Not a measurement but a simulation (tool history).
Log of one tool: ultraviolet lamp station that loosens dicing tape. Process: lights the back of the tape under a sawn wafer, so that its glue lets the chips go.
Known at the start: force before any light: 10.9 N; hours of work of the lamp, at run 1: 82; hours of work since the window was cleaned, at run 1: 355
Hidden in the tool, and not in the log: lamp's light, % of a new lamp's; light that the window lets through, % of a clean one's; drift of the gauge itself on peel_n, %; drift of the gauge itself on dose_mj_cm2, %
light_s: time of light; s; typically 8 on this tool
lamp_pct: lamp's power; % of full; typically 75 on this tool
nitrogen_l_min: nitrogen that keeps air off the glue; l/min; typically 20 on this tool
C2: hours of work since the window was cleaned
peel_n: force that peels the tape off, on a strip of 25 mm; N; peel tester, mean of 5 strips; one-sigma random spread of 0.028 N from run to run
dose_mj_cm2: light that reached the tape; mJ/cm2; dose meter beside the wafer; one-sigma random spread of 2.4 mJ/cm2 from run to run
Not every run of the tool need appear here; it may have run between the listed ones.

Run 1, hour 0.0: usual settings; hours of work of the lamp 82; C2 355. Result: peel_n 1.392 N, dose_mj_cm2 246 mJ/cm2.
Run 2, hour 7.8: usual settings; hours of work of the lamp 87; C2 360. Result: peel_n 1.411 N, dose_mj_cm2 252 mJ/cm2.
Run 3, hour 17.0: usual settings; hours of work of the lamp 93; C2 366. Result: peel_n 1.376 N, dose_mj_cm2 252 mJ/cm2.
Run 4, hour 24.6: usual settings but nitrogen_l_min 11 l/min; hours of work of the lamp 98; C2 370. Result: peel_n 1.836 N, dose_mj_cm2 250 mJ/cm2.
Run 5, hour 31.4: usual settings but nitrogen_l_min 11 l/min; hours of work of the lamp 102; C2 375. Result: peel_n 1.917 N, dose_mj_cm2 248 mJ/cm2.
Run 6, hour 38.9: usual settings but nitrogen_l_min 11 l/min; hours of work of the lamp 107; C2 380. Result: peel_n 1.932 N, dose_mj_cm2 247 mJ/cm2.
Run 7, hour 46.2: usual settings but nitrogen_l_min 11 l/min; hours of work of the lamp 111; C2 384. Result: peel_n 1.904 N, dose_mj_cm2 250 mJ/cm2.
Run 8, hour 51.0: usual settings but light_s 6 s, lamp_pct 92 % of full, nitrogen_l_min 11 l/min; hours of work of the lamp 114; C2 387. Result: peel_n 2.191 N, dose_mj_cm2 231 mJ/cm2.
Run 9, hour 56.8: usual settings but light_s 13 s, nitrogen_l_min 32 l/min; hours of work of the lamp 118; C2 391. Result: peel_n 0.402 N, dose_mj_cm2 405 mJ/cm2.
Run 10, hour 63.6: usual settings but light_s 9 s, lamp_pct 77 % of full, nitrogen_l_min 13 l/min; hours of work of the lamp 122; C2 395. Result: peel_n 1.328 N, dose_mj_cm2 289 mJ/cm2.

What does the tool deliver on the next run?
Run 11, hour 69.4: usual settings but nitrogen_l_min 9 l/min; hours of work of the lamp 126; C2 399. Result: peel_n ?, dose_mj_cm2 ?.

{"run 11": {"peel_n": 2.15, "dose_mj_cm2": 249}}
Minus the tool's unlogged condition, the same run would have read peel_n 2.144 N, dose_mj_cm2 250 mJ/cm2.
